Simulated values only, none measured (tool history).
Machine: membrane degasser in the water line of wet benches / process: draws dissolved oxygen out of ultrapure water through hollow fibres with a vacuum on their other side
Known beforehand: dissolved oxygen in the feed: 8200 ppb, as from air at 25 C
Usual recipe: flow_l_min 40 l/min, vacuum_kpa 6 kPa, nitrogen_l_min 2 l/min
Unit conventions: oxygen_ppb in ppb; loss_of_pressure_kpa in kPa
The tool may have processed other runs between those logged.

{"run": 1, "day": 0.0, "flow_l_min": 40, "vacuum_kpa": 6, "nitrogen_l_min": 2, "oxygen_ppb": 364, "loss_of_pressure_kpa": 47.92}
{"run": 2, "day": 5.204, "flow_l_min": 40, "vacuum_kpa": 6, "nitrogen_l_min": 2, "oxygen_ppb": 362.1, "loss_of_pressure_kpa": 48.04}
{"run": 3, "day": 10.912, "flow_l_min": 40, "vacuum_kpa": 6, "nitrogen_l_min": 2, "oxygen_ppb": 370.9, "loss_of_pressure_kpa": 47.96}
{"run": 4, "day": 18.9, "flow_l_min": 26, "vacuum_kpa": 6, "nitrogen_l_min": 2, "oxygen_ppb": 154.9, "loss_of_pressure_kpa": 31.45}
{"run": 5, "day": 22.479, "flow_l_min": 26, "vacuum_kpa": 10.43, "nitrogen_l_min": 2, "oxygen_ppb": 279.7, "loss_of_pressure_kpa": 30.99}
{"run": 6, "day": 30.454, "flow_l_min": 31, "vacuum_kpa": 6, "nitrogen_l_min": 2, "oxygen_ppb": 219.7, "loss_of_pressure_kpa": 37.34}
{"run": 7, "day": 33.992, "flow_l_min": 31, "vacuum_kpa": 6, "nitrogen_l_min": 2, "oxygen_ppb": 224.5, "loss_of_pressure_kpa": 37.14}
{"run": 8, "day": 39.117, "flow_l_min": 40, "vacuum_kpa": 6, "nitrogen_l_min": 2.56, "oxygen_ppb": 337.7, "loss_of_pressure_kpa": 48.02}
{"run": 9, "day": 46.096, "flow_l_min": 40, "vacuum_kpa": 6, "nitrogen_l_min": 2.56, "oxygen_ppb": 339.5, "loss_of_pressure_kpa": 47.86}
{"day": 47.333, "done": "vacuum gauge calibrated"}
{"run": 10, "day": 53.967, "flow_l_min": 40, "vacuum_kpa": 6, "nitrogen_l_min": 2.56, "oxygen_ppb": 338, "loss_of_pressure_kpa": 47.95}
{"run": 11, "day": 57.746, "flow_l_min": 40, "vacuum_kpa": 6, "nitrogen_l_min": 2.56, "oxygen_ppb": 338.9, "loss_of_pressure_kpa": 47.96}
{"run": 12, "day": 65.646, "flow_l_min": 42, "vacuum_kpa": 6, "nitrogen_l_min": 2, "oxygen_ppb": 389.7, "loss_of_pressure_kpa": 50.36}
{"run": 13, "day": 70.617, "flow_l_min": 42, "vacuum_kpa": 6, "nitrogen_l_min": 2, "oxygen_ppb": 401.3, "loss_of_pressure_kpa": 50.07}
{"run": 14, "day": 78.225, "flow_l_min": 42, "vacuum_kpa": 6.81, "nitrogen_l_min": 1.49, "oxygen_ppb": 476.5, "loss_of_pressure_kpa": 50.42}
{"run": 15, "day": 85.812, "flow_l_min": 42, "vacuum_kpa": 6.81, "nitrogen_l_min": 1.49, "oxygen_ppb": 472.1, "loss_of_pressure_kpa": 50.44}
{"run": 16, "day": 93.017, "flow_l_min": 61, "vacuum_kpa": 6, "nitrogen_l_min": 2, "oxygen_ppb": 735.2, "loss_of_pressure_kpa": 72.93}
{"run": 17, "day": 96.983, "flow_l_min": 35, "vacuum_kpa": 7.63, "nitrogen_l_min": 2.33, "oxygen_ppb": 324, "loss_of_pressure_kpa": 41.92}
{"run": 18, "day": 105.104, "flow_l_min": 41, "vacuum_kpa": 11.3, "nitrogen_l_min": 2.33, "oxygen_ppb": 559, "loss_of_pressure_kpa": 48.81}
{"run": 19, "day": 111.579, "flow_l_min": 57, "vacuum_kpa": 5.59, "nitrogen_l_min": 1.21, "oxygen_ppb": 692.1, "loss_of_pressure_kpa": 68.04}
{"run": 20, "day": 116.725, "flow_l_min": 57, "vacuum_kpa": 5.59, "nitrogen_l_min": 1.21, "oxygen_ppb": 697.4, "loss_of_pressure_kpa": 67.9}
{"run": 21, "day": 121.554, "flow_l_min": 62, "vacuum_kpa": 7.3, "nitrogen_l_min": 1.2, "oxygen_ppb": 949.4, "loss_of_pressure_kpa": 73.91}

Estimate the outcome of run 22 from the log above:
{"run": 22, "day": 127.117, "flow_l_min": 62, "vacuum_kpa": 8.05, "nitrogen_l_min": 2.33, "oxygen_ppb": "?", "loss_of_pressure_kpa": "?"}

Run 22 measured oxygen_ppb 835.3 ppb, loss_of_pressure_kpa 73.8 kPa.
Take away the tool's hidden state, keep the run-to-run variation as it was, and the same run would have given oxygen_ppb 833.1 ppb, loss_of_pressure_kpa 73.69 kPa.
